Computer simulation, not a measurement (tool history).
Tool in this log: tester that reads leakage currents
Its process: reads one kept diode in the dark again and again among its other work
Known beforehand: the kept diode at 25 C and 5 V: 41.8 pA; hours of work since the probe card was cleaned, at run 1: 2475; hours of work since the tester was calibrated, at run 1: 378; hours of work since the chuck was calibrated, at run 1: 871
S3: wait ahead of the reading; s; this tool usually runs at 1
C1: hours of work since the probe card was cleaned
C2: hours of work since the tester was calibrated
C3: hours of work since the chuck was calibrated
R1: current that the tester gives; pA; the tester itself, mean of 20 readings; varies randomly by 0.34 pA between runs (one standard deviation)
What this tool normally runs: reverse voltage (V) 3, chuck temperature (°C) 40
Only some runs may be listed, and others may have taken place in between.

run 1 hour=0 | reverse_voltage_(V)=3 chuck_temperature_(°C)=40 S3=1 | C1=2475 C2=378 C3=871 | R1=117.76
run 2 hour=45.9 | reverse_voltage_(V)=3 chuck_temperature_(°C)=40 S3=1 | C1=2503 C2=406 C3=900 | R1=117.33
run 3 hour=86.4 | reverse_voltage_(V)=5.4 chuck_temperature_(°C)=40 S3=1 | C1=2528 C2=431 C3=925 | R1=158.24
run 4 hour=128.5 | reverse_voltage_(V)=5.4 chuck_temperature_(°C)=40 S3=1 | C1=2554 C2=457 C3=951 | R1=159.42
run 5 hour=162.2 | reverse_voltage_(V)=5.4 chuck_temperature_(°C)=40 S3=1 | C1=2575 C2=478 C3=972 | R1=158.51
-- hour=202 probe card cleaned and baked
run 6 hour=205.4 | reverse_voltage_(V)=5.4 chuck_temperature_(°C)=40 S3=1 | C1=2 C2=503 C3=996 | R1=152.7
run 7 hour=235.7 | reverse_voltage_(V)=5.4 chuck_temperature_(°C)=40 S3=1 | C1=21 C2=522 C3=1015 | R1=153.27
run 8 hour=268.8 | reverse_voltage_(V)=9.2 chuck_temperature_(°C)=40 S3=1 | C1=41 C2=542 C3=1036 | R1=198.85
run 9 hour=303.8 | reverse_voltage_(V)=9.2 chuck_temperature_(°C)=24 S3=3.3 | C1=63 C2=564 C3=1057 | R1=54.25
run 10 hour=336.8 | reverse_voltage_(V)=3.84 chuck_temperature_(°C)=55 S3=0.42 | C1=83 C2=584 C3=1077 | R1=390.65
run 11 hour=358.2 | reverse_voltage_(V)=8.89 chuck_temperature_(°C)=49 S3=1.01 | C1=96 C2=597 C3=1091 | R1=381.16
run 12 hour=395.2 | reverse_voltage_(V)=8.89 chuck_temperature_(°C)=49 S3=1.01 | C1=119 C2=620 C3=1114 | R1=380.21

Hidden state at the last listed run before each entry between runs and at the first one after, where it differs:
Runs 5 to 6: probe card cleaned and baked (hour 202)
  stray current of the dirty probe card, pA a volt: 1.15 -> 0.022; current scale over the true one, %: 0.04 -> 0.05; true chuck temperature over the reading, C: 0.4 -> 0.41
  measured less the result without the state, R1: +10.74 -> +4.81 pA
